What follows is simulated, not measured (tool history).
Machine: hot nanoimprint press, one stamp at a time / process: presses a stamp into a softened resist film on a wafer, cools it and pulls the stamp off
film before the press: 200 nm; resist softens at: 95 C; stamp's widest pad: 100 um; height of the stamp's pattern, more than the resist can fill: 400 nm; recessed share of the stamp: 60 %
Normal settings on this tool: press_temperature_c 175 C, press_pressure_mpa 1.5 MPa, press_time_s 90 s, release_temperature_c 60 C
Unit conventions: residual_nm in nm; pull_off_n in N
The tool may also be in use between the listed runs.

run     day  press_temperature_c  press_pressure_mpa  press_time_s  release_temperature_c  residual_nm  pull_off_n
  1       0                  175                 1.5            90                     60         97.3         199
  2   1.767                  175                1.13            90                     60        113.4         208
  3     3.5                  175                1.13            90                     60        114.1         209
  4   4.646                  175                1.13            90                     60        113.8         207
  5   6.871                  175                 1.5            90                     60         99.6         202
  6   7.825                  165                 1.5            90                     60        136.1         213
  7   9.838                  165                 1.5            90                     60        136.4         221
     10.412  -- stamp cleaned and given a new release coat
  8  11.625                  165                 1.5            90                     52        135.3         204
  9   12.85                  165                 1.5            90                     52        135.5         201
 10  14.925                  165                 1.5            90                     52        137.9         215
 11  17.108                  165                 1.5            90                     52        137.3         218
 12  19.188                  175                 1.5            90                     48        101.2         235
 13  21.208                  175                 1.5            90                     48        100.7         239
     21.488  -- plate thermocouple calibrated
 14  22.408                  175                 1.5            90                     60        102.2         187
 15  24.504                  175                 1.5            90                     60        102.7         197
 16  25.583                  175                 1.5            90                     60        103.1         202
     26.371  -- plate thermocouple calibrated, once more
 17  26.879                  187                 1.5            90                     51         66.6         223
 18  28.812                  163                 1.5           175                     60        116.9         197
 19  30.675                  163                 1.5           175                     60        118.7         199
 20  31.762                  163                 1.5            75                     64          147         177
 21  33.721                  172                2.32            75                     64         89.8         184
 22  34.908                  172                0.99            75                     66          136         174
 23  37.158                  179                 1.5            90                     60         85.1         210
 24   38.75                  179                 1.5            90                     60         85.8         213
     39.892  -- stamp cleaned and given a new release coat
 25  40.154                  185                 1.5           103                     60         66.9         171
 26  41.975                  182                 1.5           127                     65         69.9         151
 27  43.346                  174                 1.5            90                     60        102.3         181
 28  45.175                  174                1.25            75                     49        118.2         225
 29   47.45                  175                 1.5            77                     60          104         180

3 options for the next run, each taken on its own from the tool as it stands now. Forecast them:
  A  48.971                  165                1.55            90                     66            ?           ?
  B  48.971                  173                 1.5            77                     47            ?           ?
  C  48.971                  175                1.76            90                     60            ?           ?

run  residual_nm  pull_off_n
  A          133         157
  B        110.4         231
  C         91.6         183
Without the tool's unlogged condition, the same runs would have read:
run  residual_nm  pull_off_n
  A        128.3         142
  B          106         210
  C         87.6         166

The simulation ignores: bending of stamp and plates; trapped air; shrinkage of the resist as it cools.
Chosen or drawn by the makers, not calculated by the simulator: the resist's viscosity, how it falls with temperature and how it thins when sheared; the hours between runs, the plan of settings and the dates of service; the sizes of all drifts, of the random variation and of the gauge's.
